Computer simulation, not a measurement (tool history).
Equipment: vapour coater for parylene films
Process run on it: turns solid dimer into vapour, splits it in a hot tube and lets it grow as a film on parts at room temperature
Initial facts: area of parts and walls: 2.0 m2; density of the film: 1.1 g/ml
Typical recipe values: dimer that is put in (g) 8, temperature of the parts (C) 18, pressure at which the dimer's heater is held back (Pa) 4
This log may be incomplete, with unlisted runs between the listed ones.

| run | hour | dimer that is put in (g) | temperature of the parts (C) | pressure at which the dimer's heater is held back (Pa) | thickness of the film (µm) |
|---|---|---|---|---|---|
| 1 | 0 | 8 | 18 | 4 | 1.86 |
| 2 | 40.9 | 8 | 18 | 4 | 1.96 |
| 3 | 62.7 | 8 | 18 | 4 | 1.92 |
| 4 | 86.2 | 3 | 18 | 4 | 0.7 |
| 5 | 117.1 | 8 | 18 | 4 | 1.87 |
| 6 | 145.1 | 8 | 18 | 4 | 1.86 |
| 7 | 171.2 | 9 | 18 | 4 | 2.07 |
| 8 | 187.9 | 8 | 27 | 4 | 1.25 |
| 9 | 207.4 | 8 | 18 | 4 | 1.88 |
|  | 224.5 | trap's valve overhauled |
| 10 | 230.4 | 8 | 18 | 5.01 | 2.08 |
| 11 | 254 | 8 | 18 | 5.01 | 2.15 |
| 12 | 271.9 | 8 | 18 | 9.62 | 2.01 |
| 13 | 288.4 | 8 | 18 | 4 | 2.12 |
| 14 | 312.9 | 8 | 18 | 4 | 2.15 |
| 15 | 335.1 | 8 | 19 | 4 | 2.04 |
| 16 | 352.9 | 8 | 19 | 4 | 2.02 |
| 17 | 371 | 8 | 19 | 4 | 2.01 |
| 18 | 399.4 | 5 | 18 | 2.14 | 1.41 |
| 19 | 431.9 | 14 | 23 | 2.49 | 3.11 |
| 20 | 453.5 | 8 | 25 | 3.42 | 1.55 |
| 21 | 472.8 | 8 | 25 | 3.42 | 1.58 |
| 22 | 513.5 | 8 | 25 | 3.42 | 1.51 |
| 23 | 530.2 | 6 | 11 | 4 | 2.09 |
| 24 | 547.7 | 6 | 14 | 11.99 | 1.67 |
| 25 | 567.8 | 6 | 16 | 9.27 | 1.54 |
| 26 | 598.3 | 6 | 16 | 9.27 | 1.65 |
| 27 | 621.2 | 7 | 20 | 4.95 | 1.58 |

Same runs, no hidden state in the tool, same run-to-run variation:
The hidden state here: vapour lost through the trap's worn valve, %; true temperature of the parts over the reading, C; drift of the gauge itself on film_um, %.
| run | thickness of the film (µm) |
|---|---|
| 1 | 2.08 |
| 2 | 2.19 |
| 3 | 2.16 |
| 4 | 0.8 |
| 5 | 2.12 |
| 6 | 2.13 |
| 7 | 2.38 |
| 8 | 1.44 |
| 9 | 2.16 |
| 10 | 2.06 |
| 11 | 2.13 |
| 12 | 2.01 |
| 13 | 2.11 |
| 14 | 2.15 |
| 15 | 2.05 |
| 16 | 2.04 |
| 17 | 2.03 |
| 18 | 1.43 |
| 19 | 3.17 |
| 20 | 1.58 |
| 21 | 1.61 |
| 22 | 1.56 |
| 23 | 2.16 |
| 24 | 1.73 |
| 25 | 1.6 |
| 26 | 1.72 |
| 27 | 1.65 |
